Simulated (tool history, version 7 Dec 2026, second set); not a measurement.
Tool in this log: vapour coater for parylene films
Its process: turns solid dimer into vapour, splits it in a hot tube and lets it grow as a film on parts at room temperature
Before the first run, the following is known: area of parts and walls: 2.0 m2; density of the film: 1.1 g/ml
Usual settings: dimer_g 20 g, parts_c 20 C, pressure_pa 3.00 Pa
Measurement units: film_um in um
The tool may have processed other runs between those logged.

run,hour,dimer_g,parts_c,pressure_pa,film_um
1,0.0,20,20,3.00,6.26
2,25.2,20,20,3.00,6.24
3,50.8,20,20,3.00,6.29
4,80.4,20,20,3.00,6.28
5,111.1,20,20,3.00,6.23
6,129.0,20,20,3.00,6.41
7,159.9,20,17,3.00,7.03
8,173.5,20,23,3.00,5.50
# hour 180.2: trap's valve overhauled
9,209.5,20,23,3.00,5.57
10,226.2,19,29,3.00,4.13
11,257.5,30,23,11.05,6.25
12,287.5,30,23,11.05,6.31
13,302.1,30,17,11.05,8.18
14,327.5,20,20,10.13,4.91
15,357.7,31,16,8.08,9.17

What if the next run were any one of these 3? Each begins from the tool's condition after run 15:
A,373.9,12,12,4.60,?
B,373.9,20,20,3.00,?
C,373.9,31,13,7.41,?

run,film_um
A,4.65
B,6.34
C,10.65
Without the tool's unlogged condition, the same runs would have read:
run,film_um
A,4.67
B,6.36
C,10.69

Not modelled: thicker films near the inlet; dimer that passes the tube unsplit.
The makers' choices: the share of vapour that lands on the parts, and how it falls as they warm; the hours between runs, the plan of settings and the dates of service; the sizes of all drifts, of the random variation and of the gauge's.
